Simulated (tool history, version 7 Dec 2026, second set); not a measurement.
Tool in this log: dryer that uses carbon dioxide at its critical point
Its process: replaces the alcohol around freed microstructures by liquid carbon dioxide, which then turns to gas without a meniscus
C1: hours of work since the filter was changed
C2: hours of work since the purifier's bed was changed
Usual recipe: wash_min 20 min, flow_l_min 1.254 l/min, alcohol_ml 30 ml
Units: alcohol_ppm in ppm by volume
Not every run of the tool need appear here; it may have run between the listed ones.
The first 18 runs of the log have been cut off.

run 19 hour=280.9 | wash_min=20 flow_l_min=1.254 alcohol_ml=89 | C1=169 C2=248 | alcohol_ppm=97
run 20 hour=294.1 | wash_min=20 flow_l_min=1.254 alcohol_ml=30 | C1=176 C2=255 | alcohol_ppm=45
run 21 hour=307.1 | wash_min=15 flow_l_min=1.254 alcohol_ml=61 | C1=184 C2=263 | alcohol_ppm=252
run 22 hour=320.6 | wash_min=15 flow_l_min=0.970 alcohol_ml=96 | C1=192 C2=270 | alcohol_ppm=1036
run 23 hour=332.0 | wash_min=15 flow_l_min=0.970 alcohol_ml=96 | C1=198 C2=277 | alcohol_ppm=1064
run 24 hour=349.2 | wash_min=15 flow_l_min=0.970 alcohol_ml=96 | C1=208 C2=287 | alcohol_ppm=1068
run 25 hour=364.6 | wash_min=15 flow_l_min=0.970 alcohol_ml=96 | C1=217 C2=296 | alcohol_ppm=1092
run 26 hour=381.4 | wash_min=15 flow_l_min=1.130 alcohol_ml=38 | C1=227 C2=305 | alcohol_ppm=278
run 27 hour=391.8 | wash_min=13 flow_l_min=1.390 alcohol_ml=38 | C1=233 C2=311 | alcohol_ppm=211
run 28 hour=401.4 | wash_min=25 flow_l_min=1.254 alcohol_ml=30 | C1=238 C2=317 | alcohol_ppm=36
run 29 hour=421.4 | wash_min=19 flow_l_min=1.850 alcohol_ml=110 | C1=250 C2=328 | alcohol_ppm=32
run 30 hour=437.2 | wash_min=19 flow_l_min=1.850 alcohol_ml=110 | C1=259 C2=337 | alcohol_ppm=34
run 31 hour=448.6 | wash_min=30 flow_l_min=1.320 alcohol_ml=119 | C1=265 C2=344 | alcohol_ppm=26
run 32 hour=467.6 | wash_min=30 flow_l_min=1.320 alcohol_ml=119 | C1=276 C2=355 | alcohol_ppm=32
run 33 hour=483.1 | wash_min=20 flow_l_min=1.860 alcohol_ml=92 | C1=285 C2=364 | alcohol_ppm=31
run 34 hour=497.7 | wash_min=20 flow_l_min=1.254 alcohol_ml=20 | C1=293 C2=372 | alcohol_ppm=58
run 35 hour=514.7 | wash_min=13 flow_l_min=1.254 alcohol_ml=82 | C1=303 C2=382 | alcohol_ppm=755
run 36 hour=534.1 | wash_min=25 flow_l_min=1.830 alcohol_ml=82 | C1=314 C2=393 | alcohol_ppm=22
run 37 hour=543.3 | wash_min=25 flow_l_min=1.830 alcohol_ml=82 | C1=319 C2=398 | alcohol_ppm=28
run 38 hour=555.8 | wash_min=15 flow_l_min=1.230 alcohol_ml=46 | C1=327 C2=405 | alcohol_ppm=296
run 39 hour=572.7 | wash_min=20 flow_l_min=1.060 alcohol_ml=30 | C1=336 C2=415 | alcohol_ppm=134
run 40 hour=586.2 | wash_min=20 flow_l_min=1.060 alcohol_ml=30 | C1=344 C2=423 | alcohol_ppm=128

Forecast each of these 3 alternatives for the next run:
run A hour=600.4 | wash_min=20 flow_l_min=1.060 alcohol_ml=118 | C1=352 C2=431 | alcohol_ppm=?
run B hour=600.4 | wash_min=27 flow_l_min=2.080 alcohol_ml=30 | C1=352 C2=431 | alcohol_ppm=?
run C hour=600.4 | wash_min=25 flow_l_min=1.370 alcohol_ml=27 | C1=352 C2=431 | alcohol_ppm=?

run=A alcohol_ppm=473
run=B alcohol_ppm=28
run=C alcohol_ppm=32
Had the tool no hidden state, the same runs would have come out as:
run=A alcohol_ppm=181
run=B alcohol_ppm=4
run=C alcohol_ppm=4

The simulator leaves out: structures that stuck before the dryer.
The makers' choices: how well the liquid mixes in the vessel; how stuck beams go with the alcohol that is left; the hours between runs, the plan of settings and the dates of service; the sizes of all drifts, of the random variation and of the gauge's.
